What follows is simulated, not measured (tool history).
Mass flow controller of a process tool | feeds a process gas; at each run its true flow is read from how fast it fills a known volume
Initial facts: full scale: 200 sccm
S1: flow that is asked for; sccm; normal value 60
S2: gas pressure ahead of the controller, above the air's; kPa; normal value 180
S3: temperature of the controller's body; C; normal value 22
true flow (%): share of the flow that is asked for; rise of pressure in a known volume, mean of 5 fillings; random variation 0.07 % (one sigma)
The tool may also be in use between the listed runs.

Run 1, hour 0.0: usual settings. Result: true flow (%) 98.68.
Run 2, hour 500.7: usual settings. Result: true flow (%) 98.56.
Run 3, hour 1004.5: usual settings. Result: true flow (%) 98.47.
Run 4, hour 1527.8: usual settings. Result: true flow (%) 98.32.
At hour 1577.9: controller's zero set anew.
Run 5, hour 1835.7: usual settings. Result: true flow (%) 97.28.
Run 6, hour 2146.9: usual settings. Result: true flow (%) 97.23.
At hour 2584.8: controller's zero set anew, once more.
Run 7, hour 2685.7: usual settings but S1 119 sccm. Result: true flow (%) 100.23.
Run 8, hour 3019.1: usual settings but S1 195 sccm, S2 215 kPa, S3 39 C. Result: true flow (%) 99.71.
Run 9, hour 3365.3: usual settings but S1 195 sccm, S2 215 kPa, S3 39 C. Result: true flow (%) 99.56.
Run 10, hour 3837.7: usual settings but S1 100 sccm, S2 207 kPa, S3 33 C. Result: true flow (%) 99.14.
Run 11, hour 4119.2: usual settings but S1 20 sccm, S2 217 kPa, S3 33 C. Result: true flow (%) 96.49.
Run 12, hour 4504.5: usual settings but S1 163 sccm, S2 163 kPa, S3 40 C. Result: true flow (%) 99.34.
Run 13, hour 4789.9: usual settings but S1 163 sccm, S2 163 kPa, S3 40 C. Result: true flow (%) 99.36.

Forecast each of these 4 alternatives for the next run:
Run A, hour 5051.1: usual settings but S1 175 sccm, S2 163 kPa, S3 31 C. Result: true flow (%) ?.
Run B, hour 5051.1: usual settings but S1 163 sccm, S2 265 kPa, S3 24 C. Result: true flow (%) ?.
Run C, hour 5051.1: usual settings but S2 145 kPa, S3 29 C. Result: true flow (%) ?.
Run D, hour 5051.1: usual settings but S1 172 sccm. Result: true flow (%) ?.

run  true flow (%)
  A          99.92
  B         100.07
  C          98.46
  D         100.47
With no hidden state in the tool, these same runs would have given:
run  true flow (%)
  A          99.46
  B          99.64
  C          98.79
  D         100.02

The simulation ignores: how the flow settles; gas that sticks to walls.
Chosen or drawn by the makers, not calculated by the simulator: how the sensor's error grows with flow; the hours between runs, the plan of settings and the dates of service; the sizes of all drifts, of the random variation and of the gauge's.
